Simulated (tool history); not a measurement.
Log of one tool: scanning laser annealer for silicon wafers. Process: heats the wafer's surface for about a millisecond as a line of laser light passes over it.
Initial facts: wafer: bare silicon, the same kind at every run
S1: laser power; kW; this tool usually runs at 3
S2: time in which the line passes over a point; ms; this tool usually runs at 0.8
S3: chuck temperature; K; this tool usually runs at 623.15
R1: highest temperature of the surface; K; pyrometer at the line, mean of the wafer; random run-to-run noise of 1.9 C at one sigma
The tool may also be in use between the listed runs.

Run 1, day 0: usual settings. Result: R1 1413.15 K.
Run 2, day 1.258: usual settings. Result: R1 1414.15 K.
Run 3, day 2.471: usual settings but S1 2.876 kW. Result: R1 1376.15 K.
Run 4, day 3.8: usual settings but S1 2.876 kW. Result: R1 1373.15 K.
Run 5, day 5.079: usual settings but S1 2.876 kW. Result: R1 1380.15 K.
Run 6, day 6.083: usual settings but S1 2.876 kW. Result: R1 1374.15 K.
Run 7, day 7.367: usual settings but S1 2.876 kW. Result: R1 1376.15 K.
Run 8, day 8.108: usual settings. Result: R1 1410.15 K.
Run 9, day 8.746: usual settings but S2 0.701 ms. Result: R1 1373.15 K.
Run 10, day 9.583: usual settings but S2 0.701 ms. Result: R1 1367.15 K.
Run 11, day 10.554: usual settings but S2 0.701 ms. Result: R1 1367.15 K.
Run 12, day 11.196: usual settings but S2 0.701 ms. Result: R1 1361.15 K.
Run 13, day 11.921: usual settings but S2 0.701 ms. Result: R1 1371.15 K.
At day 12.108: window over the wafer cleaned.
Run 14, day 13.196: usual settings but S2 0.701 ms. Result: R1 1368.15 K.
Run 15, day 13.917: usual settings but S2 0.701 ms. Result: R1 1368.15 K.
Run 16, day 14.975: usual settings but S1 3.058 kW, S2 0.645 ms, S3 599.15 K. Result: R1 1334.15 K.
Run 17, day 15.917: usual settings but S1 2.832 kW, S2 0.692 ms, S3 609.15 K. Result: R1 1307.15 K.
Run 18, day 17.142: usual settings but S1 2.832 kW, S2 0.692 ms, S3 609.15 K. Result: R1 1307.15 K.
Run 19, day 18.354: usual settings but S2 0.585 ms, S3 643.15 K. Result: R1 1334.15 K.
Run 20, day 19.096: usual settings but S2 0.727 ms, S3 635.15 K. Result: R1 1389.15 K.
Run 21, day 20.25: usual settings but S2 0.727 ms, S3 635.15 K. Result: R1 1393.15 K.
Run 22, day 21.004: usual settings but S2 0.756 ms. Result: R1 1395.15 K.

The next listed run, before its measurement:
Run 23, day 22.267: usual settings but S1 2.694 kW, S2 0.869 ms, S3 645.15 K. Result: R1 ?.

Run 23 produced R1 1372.15 K.
Minus the tool's unlogged condition, the same run would have read R1 1373.15 K.

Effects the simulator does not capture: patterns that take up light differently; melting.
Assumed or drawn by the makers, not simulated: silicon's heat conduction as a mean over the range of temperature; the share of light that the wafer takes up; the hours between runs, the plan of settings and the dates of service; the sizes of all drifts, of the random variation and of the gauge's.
